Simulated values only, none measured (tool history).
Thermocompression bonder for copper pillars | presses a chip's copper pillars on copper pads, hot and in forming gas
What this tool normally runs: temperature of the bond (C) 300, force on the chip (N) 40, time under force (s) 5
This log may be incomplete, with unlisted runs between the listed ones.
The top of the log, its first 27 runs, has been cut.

run,hour,temperature of the bond (C),force on the chip (N),time under force (s),hours of work since the heater was calibrated,hours of work since the force cell was calibrated,hours of work since the gas filter was changed,force that shears a chip off (N)
28,1430.0,300,40,7,420,46,240,64.9
29,1494.1,300,40,7,457,82,277,65.7
30,1527.8,288,40,3,476,101,296,40.6
31,1589.1,288,40,3,511,136,331,40.1
32,1646.3,288,40,3,544,169,364,40.0
# hour 1697.8: forming gas filter changed
33,1714.7,300,26,5,582,208,10,41.3
34,1758.1,303,25,5,607,233,34,41.8
35,1812.9,303,25,5,638,264,66,40.4
36,1868.6,306,26,4,670,296,97,40.3
37,1922.0,295,49,8,701,326,128,79.0
38,1986.9,320,43,4,738,363,165,73.7
39,2056.3,303,43,10,777,403,205,83.3

Here are 3 independent what-if runs from the current tool condition. What would each one return?
A,2132.4,319,28,5,821,446,248,?
B,2132.4,303,50,7,821,446,248,?
C,2132.4,304,34,5,821,446,248,?

run,force that shears a chip off (N)
A,55.8
B,81.4
C,56.1
With no hidden state in the tool, these same runs would have given:
run,force that shears a chip off (N)
A,53.6
B,79.2
C,53.7

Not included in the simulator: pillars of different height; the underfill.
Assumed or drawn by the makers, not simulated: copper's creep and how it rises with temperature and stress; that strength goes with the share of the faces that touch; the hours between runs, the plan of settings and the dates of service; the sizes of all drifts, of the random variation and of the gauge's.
